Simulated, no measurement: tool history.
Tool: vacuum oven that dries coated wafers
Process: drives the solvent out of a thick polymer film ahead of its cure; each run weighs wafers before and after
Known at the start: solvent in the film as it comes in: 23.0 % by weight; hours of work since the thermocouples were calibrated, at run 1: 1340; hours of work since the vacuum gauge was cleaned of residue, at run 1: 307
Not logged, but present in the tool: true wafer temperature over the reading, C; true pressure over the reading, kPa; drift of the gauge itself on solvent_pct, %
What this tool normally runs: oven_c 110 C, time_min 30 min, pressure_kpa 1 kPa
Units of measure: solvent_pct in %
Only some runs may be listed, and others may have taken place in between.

run	hour	oven_c	time_min	pressure_kpa	hours of work since the thermocouples were calibrated	hours of work since the vacuum gauge was cleaned of residue	solvent_pct
1	0	110	30	1	1340	307	1.75
2	64.8	110	30	1	1386	353	1.77
3	110.3	110	30	1	1419	385	1.75
4	152.3	110	30	1	1449	415	1.74
5	201.6	110	30	1	1484	451	1.71
6	296.9	110	22	1	1552	519	3.08
7	346.7	110	22	1	1588	554	3.03
# hour 369.8: oven's thermocouples calibrated
8	439.2	110	18	1	50	619	4.14
9	493.6	106	33	1.2	88	658	2.26
10	541.4	105	30	2.22	123	692	3.46
11	593.8	105	30	2.22	160	729	3.47
12	635.3	110	30	3.6	190	759	2.98
13	682.3	110	30	3.6	223	792	3.01

5 options for the next run, each taken on its own from the tool as it stands now. Forecast them:
A	764.6	97	30	3.6	282	851	?
B	764.6	97	48	3.86	282	851	?
C	764.6	107	18	1.49	282	851	?
D	764.6	103	25	0.77	282	851	?
E	764.6	102	23	1.1	282	851	?

run	solvent_pct
A	6.78
B	4.67
C	5.23
D	4.16
E	5.13
With the hidden condition removed and each run's random variation left untouched, the same runs would have given:
run	solvent_pct
A	6.78
B	4.68
C	5.23
D	4.17
E	5.14

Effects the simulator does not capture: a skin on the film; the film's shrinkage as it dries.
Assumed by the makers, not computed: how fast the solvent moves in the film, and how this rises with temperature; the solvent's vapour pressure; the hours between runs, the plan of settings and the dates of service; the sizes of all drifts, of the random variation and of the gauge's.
